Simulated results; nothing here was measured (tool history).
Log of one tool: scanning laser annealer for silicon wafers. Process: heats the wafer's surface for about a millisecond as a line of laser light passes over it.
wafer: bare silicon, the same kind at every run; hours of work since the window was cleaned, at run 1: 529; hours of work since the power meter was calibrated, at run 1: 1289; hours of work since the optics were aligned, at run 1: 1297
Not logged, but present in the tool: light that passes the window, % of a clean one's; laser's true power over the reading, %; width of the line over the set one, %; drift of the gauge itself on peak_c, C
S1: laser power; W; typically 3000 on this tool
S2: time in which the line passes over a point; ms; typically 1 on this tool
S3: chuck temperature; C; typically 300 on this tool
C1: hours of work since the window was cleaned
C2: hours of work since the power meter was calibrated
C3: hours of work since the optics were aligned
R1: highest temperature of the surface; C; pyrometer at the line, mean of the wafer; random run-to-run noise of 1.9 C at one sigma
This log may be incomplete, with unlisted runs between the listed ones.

Run 1, hour 0: usual settings; C1 529; C2 1289; C3 1297. Result: R1 1083 C.
Run 2, hour 52.4: usual settings; C1 565; C2 1325; C3 1333. Result: R1 1084 C.
Run 3, hour 87.7: usual settings but S1 3163 W; C1 589; C2 1349; C3 1357. Result: R1 1119 C.
Run 4, hour 156.7: usual settings but S1 3163 W; C1 636; C2 1396; C3 1404. Result: R1 1122 C.
Run 5, hour 203.2: usual settings but S1 3163 W, S3 290 C; C1 668; C2 1428; C3 1436. Result: R1 1108 C.
At hour 212.8: optics aligned, line set to its width.
Run 6, hour 272.6: usual settings but S1 3163 W, S3 290 C; C1 712; C2 1472; C3 41. Result: R1 1128 C.
At hour 292.1: window over the wafer cleaned.
Run 7, hour 317.4: usual settings but S1 3163 W, S3 290 C; C1 17; C2 1501; C3 70. Result: R1 1163 C.
Run 8, hour 369.8: usual settings but S1 3163 W, S3 290 C; C1 53; C2 1537; C3 106. Result: R1 1162 C.
Run 9, hour 423.8: usual settings but S1 3163 W, S3 335 C; C1 90; C2 1574; C3 143. Result: R1 1201 C.
Run 10, hour 498.8: usual settings but S1 3163 W, S3 335 C; C1 141; C2 1625; C3 194. Result: R1 1200 C.
Run 11, hour 556.1: usual settings but S1 3163 W, S2 0.91 ms, S3 335 C; C1 180; C2 1664; C3 233. Result: R1 1161 C.
Run 12, hour 601: usual settings but S1 3163 W, S2 0.91 ms, S3 335 C; C1 211; C2 1695; C3 264. Result: R1 1167 C.
Run 13, hour 640.2: usual settings but S1 3163 W, S2 0.91 ms, S3 335 C; C1 238; C2 1721; C3 291. Result: R1 1160 C.
Run 14, hour 677.5: usual settings but S1 3163 W, S2 0.91 ms, S3 335 C; C1 263; C2 1747; C3 316. Result: R1 1160 C.
Run 15, hour 752.1: usual settings but S1 3163 W, S2 0.91 ms, S3 335 C; C1 314; C2 1798; C3 367. Result: R1 1153 C.
Run 16, hour 820.6: usual settings; C1 361; C2 1845; C3 414. Result: R1 1106 C.
Run 17, hour 857.4: usual settings but S1 3194 W; C1 386; C2 1870; C3 439. Result: R1 1157 C.
Run 18, hour 905.1: usual settings; C1 419; C2 1903; C3 472. Result: R1 1103 C.
Run 19, hour 962.2: usual settings; C1 458; C2 1942; C3 511. Result: R1 1096 C.
Run 20, hour 1004.8: usual settings; C1 487; C2 1971; C3 540. Result: R1 1096 C.
Run 21, hour 1043.5: usual settings but S2 0.7 ms; C1 514; C2 1997; C3 566. Result: R1 985 C.
Run 22, hour 1123.7: usual settings but S1 2902 W, S2 1.1 ms; C1 568; C2 2052; C3 621. Result: R1 1090 C.
At hour 1131.6: laser's power meter calibrated.
Run 23, hour 1169.6: usual settings but S1 2902 W, S2 1.11 ms, S3 262 C; C1 598; C2 26; C3 651. Result: R1 1066 C.
Run 24, hour 1234.4: usual settings but S1 2902 W, S2 1.11 ms, S3 262 C; C1 642; C2 70; C3 695. Result: R1 1061 C.
Run 25, hour 1309: usual settings but S1 3115 W, S2 1.07 ms; C1 693; C2 121; C3 746. Result: R1 1140 C.
Run 26, hour 1347.4: usual settings but S1 3115 W, S2 1.07 ms; C1 719; C2 147; C3 772. Result: R1 1143 C.

Expected results for the next run?
At hour 1353.6: window over the wafer cleaned.
Run 27, hour 1397.3: usual settings but S1 2949 W, S2 1.07 ms; C1 30; C2 180; C3 805. Result: R1 ?.

{"run 27": {"R1": 1131}}
Take away the tool's hidden state, keep the run-to-run variation as it was, and the same run would have given R1 1135 C.
